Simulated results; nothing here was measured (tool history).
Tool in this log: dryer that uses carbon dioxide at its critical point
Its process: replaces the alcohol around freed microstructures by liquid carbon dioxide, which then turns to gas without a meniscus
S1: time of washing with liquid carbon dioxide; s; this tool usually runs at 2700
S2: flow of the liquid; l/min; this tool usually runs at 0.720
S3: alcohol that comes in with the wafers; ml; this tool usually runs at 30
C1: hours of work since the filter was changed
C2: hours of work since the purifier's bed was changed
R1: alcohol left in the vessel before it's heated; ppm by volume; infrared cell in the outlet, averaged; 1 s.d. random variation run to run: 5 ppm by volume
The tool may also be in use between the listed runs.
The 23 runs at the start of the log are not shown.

run 24 hour=1075.7 | S1=2700 S2=0.720 S3=30 | C1=460 C2=450 | R1=125
run 25 hour=1109.6 | S1=3060 S2=0.720 S3=37 | C1=475 C2=465 | R1=110
run 26 hour=1165.0 | S1=3780 S2=0.448 S3=73 | C1=500 C2=490 | R1=228
-- hour=1185.3 inlet filter changed
run 27 hour=1219.3 | S1=3000 S2=0.448 S3=34 | C1=15 C2=513 | R1=212
run 28 hour=1274.1 | S1=3660 S2=0.786 S3=30 | C1=39 C2=537 | R1=103
run 29 hour=1303.8 | S1=2760 S2=0.573 S3=73 | C1=52 C2=550 | R1=233
run 30 hour=1364.5 | S1=2700 S2=0.702 S3=30 | C1=79 C2=577 | R1=127
run 31 hour=1428.2 | S1=2700 S2=0.702 S3=30 | C1=107 C2=605 | R1=149
run 32 hour=1466.8 | S1=1980 S2=0.720 S3=24 | C1=124 C2=622 | R1=186
run 33 hour=1532.8 | S1=4200 S2=0.720 S3=24 | C1=153 C2=651 | R1=128
run 34 hour=1584.2 | S1=1920 S2=0.499 S3=43 | C1=176 C2=674 | R1=669
run 35 hour=1632.5 | S1=1740 S2=0.969 S3=103 | C1=197 C2=695 | R1=271
run 36 hour=1661.7 | S1=4140 S2=0.531 S3=30 | C1=210 C2=708 | R1=146
run 37 hour=1691.3 | S1=1920 S2=0.700 S3=47 | C1=223 C2=721 | R1=330
run 38 hour=1727.1 | S1=1920 S2=0.814 S3=26 | C1=239 C2=737 | R1=197
run 39 hour=1771.5 | S1=1920 S2=0.814 S3=26 | C1=258 C2=756 | R1=199
run 40 hour=1813.4 | S1=1920 S2=0.814 S3=26 | C1=277 C2=775 | R1=204
run 41 hour=1851.8 | S1=1920 S2=0.490 S3=26 | C1=293 C2=792 | R1=512
run 42 hour=1913.9 | S1=2700 S2=0.441 S3=46 | C1=321 C2=819 | R1=475
run 43 hour=1943.8 | S1=2220 S2=0.720 S3=69 | C1=334 C2=832 | R1=291
run 44 hour=2001.9 | S1=2220 S2=0.720 S3=34 | C1=360 C2=858 | R1=239
run 45 hour=2058.1 | S1=2220 S2=0.720 S3=34 | C1=384 C2=882 | R1=254
run 46 hour=2100.6 | S1=3720 S2=0.523 S3=35 | C1=403 C2=901 | R1=204
run 47 hour=2156.3 | S1=1800 S2=0.720 S3=30 | C1=428 C2=926 | R1=339

Branching from run 47: 3 alternative next runs. What would each branch give?
run A hour=2190.6 | S1=3480 S2=0.674 S3=80 | C1=443 C2=941 | R1=?
run B hour=2190.6 | S1=1800 S2=0.491 S3=20 | C1=443 C2=941 | R1=?
run C hour=2190.6 | S1=1800 S2=0.901 S3=30 | C1=443 C2=941 | R1=?

run=A R1=207
run=B R1=549
run=C R1=239
Without the tool's unlogged condition, the same runs would have read:
run=A R1=12
run=B R1=297
run=C R1=42
